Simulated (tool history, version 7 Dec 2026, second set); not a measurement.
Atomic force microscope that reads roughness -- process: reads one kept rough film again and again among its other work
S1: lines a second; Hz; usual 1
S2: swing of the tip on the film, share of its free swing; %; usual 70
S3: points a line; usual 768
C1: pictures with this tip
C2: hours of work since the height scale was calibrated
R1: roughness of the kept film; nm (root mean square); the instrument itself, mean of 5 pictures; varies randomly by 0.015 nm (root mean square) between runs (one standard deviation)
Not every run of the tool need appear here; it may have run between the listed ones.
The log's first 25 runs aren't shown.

run 26 hour=304.6 | S1=1.01 S2=75 S3=315 | C1=110 C2=635 | R1=3.277
run 27 hour=319.7 | S1=0.51 S2=84 S3=854 | C1=129 C2=646 | R1=3.282
run 28 hour=326.6 | S1=3.86 S2=64 S3=854 | C1=138 C2=652 | R1=3.067
run 29 hour=337.7 | S1=3.86 S2=64 S3=854 | C1=152 C2=661 | R1=3.053
run 30 hour=353.7 | S1=1 S2=76 S3=768 | C1=173 C2=673 | R1=3.127
-- hour=356.6 new tip fitted
run 31 hour=370.4 | S1=1 S2=76 S3=768 | C1=17 C2=686 | R1=3.591
run 32 hour=386.2 | S1=2.19 S2=64 S3=768 | C1=38 C2=698 | R1=3.487
-- hour=387.9 height scale calibrated on a step standard
run 33 hour=398.7 | S1=2.19 S2=64 S3=768 | C1=52 C2=8 | R1=3.468
run 34 hour=414.9 | S1=1 S2=81 S3=768 | C1=73 C2=21 | R1=3.354
run 35 hour=428.8 | S1=1 S2=81 S3=568 | C1=91 C2=32 | R1=3.302
run 36 hour=439.3 | S1=1 S2=81 S3=568 | C1=104 C2=40 | R1=3.267
run 37 hour=446.2 | S1=1.51 S2=56 S3=467 | C1=113 C2=46 | R1=3.397
run 38 hour=460 | S1=1.51 S2=56 S3=467 | C1=131 C2=56 | R1=3.338
-- hour=461.9 height scale calibrated on a step standard, once more
run 39 hour=476 | S1=1.52 S2=87 S3=727 | C1=150 C2=11 | R1=2.912
run 40 hour=484.7 | S1=1 S2=87 S3=307 | C1=161 C2=18 | R1=3.001
run 41 hour=492.2 | S1=2.72 S2=66 S3=669 | C1=171 C2=24 | R1=3.03
-- hour=497.4 new tip fitted
run 42 hour=502.1 | S1=2.72 S2=66 S3=669 | C1=6 C2=31 | R1=3.521
run 43 hour=517.8 | S1=2.72 S2=63 S3=669 | C1=26 C2=43 | R1=3.456
run 44 hour=530.3 | S1=1 S2=70 S3=561 | C1=42 C2=53 | R1=3.562
run 45 hour=537.7 | S1=1 S2=70 S3=561 | C1=51 C2=59 | R1=3.536
run 46 hour=548.8 | S1=1 S2=70 S3=561 | C1=66 C2=67 | R1=3.467
run 47 hour=557.2 | S1=1 S2=70 S3=561 | C1=76 C2=74 | R1=3.409
run 48 hour=565.5 | S1=1 S2=70 S3=561 | C1=87 C2=80 | R1=3.408

Run 49 comes next. What will it give?
run 49 hour=579.6 | S1=1 S2=87 S3=768 | C1=105 C2=91 | R1=?

{"run 49": {"R1": 3.181}}
With the hidden condition absent and the run-to-run variation left alone, this run would have shown R1 3.512 nm (root mean square).
